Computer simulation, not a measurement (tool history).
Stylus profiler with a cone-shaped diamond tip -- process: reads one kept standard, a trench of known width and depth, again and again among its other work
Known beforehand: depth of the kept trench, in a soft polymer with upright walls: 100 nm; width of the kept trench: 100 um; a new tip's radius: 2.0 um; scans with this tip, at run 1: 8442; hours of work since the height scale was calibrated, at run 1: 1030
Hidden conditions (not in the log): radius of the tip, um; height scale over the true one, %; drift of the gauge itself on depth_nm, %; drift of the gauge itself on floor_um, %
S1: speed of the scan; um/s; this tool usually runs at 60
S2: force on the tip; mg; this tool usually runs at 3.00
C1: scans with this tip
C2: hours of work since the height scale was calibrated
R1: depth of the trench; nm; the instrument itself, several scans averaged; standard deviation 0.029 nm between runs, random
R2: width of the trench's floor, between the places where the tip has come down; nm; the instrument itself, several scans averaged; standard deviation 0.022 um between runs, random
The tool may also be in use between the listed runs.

Run 1, hour 0.0: usual settings; C1 8442; C2 1030. Result: R1 100.92 nm, R2 98320 nm.
Run 2, hour 67.8: usual settings but S1 174 um/s; C1 8723; C2 1064. Result: R1 100.88 nm, R2 97650 nm.
Run 3, hour 129.3: usual settings but S1 174 um/s, S2 1.09 mg; C1 8977; C2 1095. Result: R1 100.22 nm, R2 96980 nm.
Run 4, hour 188.9: usual settings; C1 9224; C2 1125. Result: R1 100.90 nm, R2 98340 nm.
Run 5, hour 245.4: usual settings; C1 9457; C2 1154. Result: R1 100.89 nm, R2 98320 nm.
Run 6, hour 357.2: usual settings; C1 9920; C2 1210. Result: R1 100.86 nm, R2 98330 nm.
Run 7, hour 473.5: usual settings; C1 10402; C2 1269. Result: R1 100.87 nm, R2 98290 nm.
At hour 510.2: height scale calibrated on a step standard.
Run 8, hour 584.4: usual settings; C1 10858; C2 37. Result: R1 100.72 nm, R2 98270 nm.
Run 9, hour 669.6: usual settings; C1 11211; C2 80. Result: R1 100.70 nm, R2 98270 nm.
Run 10, hour 730.8: usual settings; C1 11464; C2 111. Result: R1 100.68 nm, R2 98300 nm.
Run 11, hour 817.3: usual settings but S2 5.00 mg; C1 11822; C2 155. Result: R1 101.20 nm, R2 98390 nm.
Run 12, hour 919.1: usual settings but S1 79 um/s, S2 5.00 mg; C1 12243; C2 206. Result: R1 101.19 nm, R2 98260 nm.
Run 13, hour 999.4: usual settings but S1 79 um/s, S2 2.71 mg; C1 12576; C2 247. Result: R1 100.53 nm, R2 98160 nm.
At hour 1011.7: height scale calibrated on a step standard, once more.
Run 14, hour 1099.7: usual settings but S1 79 um/s, S2 2.71 mg; C1 12989; C2 44. Result: R1 101.15 nm, R2 98120 nm.
Run 15, hour 1177.2: usual settings but S1 79 um/s, S2 2.71 mg; C1 13309; C2 84. Result: R1 101.19 nm, R2 98130 nm.
Run 16, hour 1254.3: usual settings but S1 79 um/s, S2 6.21 mg; C1 13629; C2 123. Result: R1 102.03 nm, R2 98340 nm.
Run 17, hour 1331.6: usual settings but S1 79 um/s, S2 6.21 mg; C1 13948; C2 162. Result: R1 102.06 nm, R2 98320 nm.
Run 18, hour 1405.1: usual settings but S1 53 um/s; C1 14252; C2 199. Result: R1 101.19 nm, R2 98290 nm.
Run 19, hour 1512.4: usual settings but S1 53 um/s; C1 14696; C2 253. Result: R1 101.19 nm, R2 98340 nm.
Run 20, hour 1569.3: usual settings but S1 53 um/s; C1 14932; C2 282. Result: R1 101.15 nm, R2 98300 nm.
Run 21, hour 1678.5: usual settings but S1 53 um/s; C1 15384; C2 337. Result: R1 101.11 nm, R2 98300 nm.
Run 22, hour 1777.8: usual settings but S1 20 um/s, S2 1.07 mg; C1 15795; C2 387. Result: R1 100.47 nm, R2 98350 nm.
Run 23, hour 1865.0: usual settings but S1 109 um/s, S2 1.68 mg; C1 16156; C2 431. Result: R1 100.74 nm, R2 97740 nm.
Run 24, hour 1968.7: usual settings but S1 109 um/s, S2 1.68 mg; C1 16585; C2 483. Result: R1 100.72 nm, R2 97760 nm.
Run 25, hour 2049.3: usual settings but S1 18 um/s, S2 1.30 mg; C1 16918; C2 524. Result: R1 100.50 nm, R2 98410 nm.
Run 26, hour 2119.4: usual settings but S1 18 um/s, S2 1.30 mg; C1 17209; C2 559. Result: R1 100.55 nm, R2 98430 nm.
Run 27, hour 2231.6: usual settings but S1 187 um/s; C1 17673; C2 616. Result: R1 101.04 nm, R2 97490 nm.
Run 28, hour 2308.2: usual settings but S1 25 um/s, S2 1.77 mg; C1 17989; C2 655. Result: R1 100.64 nm, R2 98400 nm.
Run 29, hour 2362.8: usual settings but S1 21 um/s, S2 1.84 mg; C1 18215; C2 682. Result: R1 100.65 nm, R2 98420 nm.
Run 30, hour 2440.4: usual settings but S1 21 um/s, S2 1.84 mg; C1 18537; C2 721. Result: R1 100.66 nm, R2 98440 nm.
Run 31, hour 2532.4: usual settings but S1 92 um/s, S2 2.74 mg; C1 18917; C2 768. Result: R1 100.89 nm, R2 97990 nm.
Run 32, hour 2632.1: usual settings but S1 147 um/s; C1 19330; C2 818. Result: R1 100.98 nm, R2 97730 nm.
Run 33, hour 2717.9: usual settings but S1 86 um/s, S2 1.49 mg; C1 19685; C2 862. Result: R1 100.56 nm, R2 97860 nm.
Run 34, hour 2838.7: usual settings but S1 190 um/s, S2 1.28 mg; C1 20185; C2 922. Result: R1 100.43 nm, R2 96850 nm.
Run 35, hour 2950.3: usual settings but S1 207 um/s, S2 5.64 mg; C1 20647; C2 979. Result: R1 101.63 nm, R2 97670 nm.
Run 36, hour 3015.2: usual settings but S1 207 um/s, S2 5.64 mg; C1 20915; C2 1012. Result: R1 101.59 nm, R2 97680 nm.
Run 37, hour 3115.5: usual settings but S1 207 um/s, S2 5.64 mg; C1 21330; C2 1062. Result: R1 101.57 nm, R2 97700 nm.
Run 38, hour 3233.3: usual settings but S1 109 um/s, S2 1.77 mg; C1 21818; C2 1122. Result: R1 100.51 nm, R2 97740 nm.

Each row is a separate what-if for the run after 38, all from the same tool condition, not one after another. Results?
Run A, hour 3327.0: usual settings but S1 109 um/s, S2 1.15 mg; C1 22206; C2 1169. Result: R1 ?, R2 ?.
Run B, hour 3327.0: usual settings but S2 5.22 mg; C1 22206; C2 1169. Result: R1 ?, R2 ?.
Run C, hour 3327.0: usual settings but S1 159 um/s; C1 22206; C2 1169. Result: R1 ?, R2 ?.
Run D, hour 3327.0: usual settings but S1 37 um/s; C1 22206; C2 1169. Result: R1 ?, R2 ?.

run      R1     R2
  A  100.28  97530
  B  101.49  98260
  C  100.88  97620
  D  100.94  98320
The same runs, with their run-to-run variation unchanged, on a tool lacking any hidden condition would have given:
run      R1     R2
  A  100.69  97750
  B  101.91  98480
  C  101.29  97840
  D  101.35  98530

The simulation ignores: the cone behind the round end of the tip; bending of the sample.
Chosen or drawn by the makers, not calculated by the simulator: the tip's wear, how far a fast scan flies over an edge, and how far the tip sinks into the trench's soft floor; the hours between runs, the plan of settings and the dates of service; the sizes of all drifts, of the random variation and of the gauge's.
